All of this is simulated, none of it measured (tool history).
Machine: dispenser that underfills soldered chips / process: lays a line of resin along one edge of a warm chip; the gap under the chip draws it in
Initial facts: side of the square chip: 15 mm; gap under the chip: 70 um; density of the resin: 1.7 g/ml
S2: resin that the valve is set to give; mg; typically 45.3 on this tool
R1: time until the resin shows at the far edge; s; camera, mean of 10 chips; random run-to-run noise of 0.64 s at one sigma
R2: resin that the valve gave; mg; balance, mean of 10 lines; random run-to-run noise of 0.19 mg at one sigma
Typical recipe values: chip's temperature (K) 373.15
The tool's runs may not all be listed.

run 1 hour=0.0 | chip's_temperature_(K)=373.15 S2=45.3 | R1=69.7 R2=44.08
-- hour=3.2 new syringe of resin
run 2 hour=5.9 | chip's_temperature_(K)=373.15 S2=47.5 | R1=62.2 R2=46.27
run 3 hour=9.5 | chip's_temperature_(K)=373.15 S2=52.3 | R1=68.4 R2=50.78
run 4 hour=12.0 | chip's_temperature_(K)=373.15 S2=52.3 | R1=73.1 R2=50.40
-- hour=14.3 new syringe of resin
run 5 hour=16.2 | chip's_temperature_(K)=373.15 S2=52.3 | R1=58.5 R2=50.78
run 6 hour=21.3 | chip's_temperature_(K)=373.15 S2=52.3 | R1=68.8 R2=50.57
run 7 hour=23.9 | chip's_temperature_(K)=373.15 S2=48.2 | R1=72.7 R2=46.61
-- hour=25.5 new syringe of resin
run 8 hour=27.3 | chip's_temperature_(K)=373.15 S2=48.2 | R1=59.6 R2=46.41
run 9 hour=32.8 | chip's_temperature_(K)=373.15 S2=48.2 | R1=68.7 R2=46.32
-- hour=36.7 new syringe of resin
run 10 hour=37.1 | chip's_temperature_(K)=377.15 S2=46.4 | R1=52.1 R2=44.30
run 11 hour=41.1 | chip's_temperature_(K)=364.15 S2=56.3 | R1=81.7 R2=54.21
run 12 hour=46.7 | chip's_temperature_(K)=364.15 S2=56.3 | R1=94.6 R2=54.10
-- hour=47.9 new syringe of resin
run 13 hour=51.5 | chip's_temperature_(K)=373.15 S2=42.2 | R1=63.0 R2=40.17
run 14 hour=57.4 | chip's_temperature_(K)=376.15 S2=39.2 | R1=68.6 R2=37.29
-- hour=59.0 new syringe of resin
run 15 hour=60.6 | chip's_temperature_(K)=382.15 S2=45.9 | R1=48.2 R2=43.84
run 16 hour=65.3 | chip's_temperature_(K)=367.15 S2=40.3 | R1=80.8 R2=38.18

How would selected steps in R1 from run to run divide? Give the signed amount a tool lacking its hidden state would still show from settings, what came in and random variation, and the signed amount left for the hidden state, including any gauge scatter that is not in both of the compared results.
Hidden conditions of the tool in this case: resin's viscosity, % of fresh resin's; dose that the valve gives, % of what is set; true chip temperature over the reading, C; drift of the gauge itself on fill_s, %; drift of the gauge itself on given_mg, %.
Run 12 -> 13: chip's temperature (K) 364.15 -> 373.15, S2 56.3 -> 42.2, new syringe of resin. R1 -31.6 s: hidden state -16.7, all else -14.9.
Run 15 -> 16: chip's temperature (K) 382.15 -> 367.15, S2 45.9 -> 40.3. R1 +32.6 s: hidden state +11.1, all else +21.5.
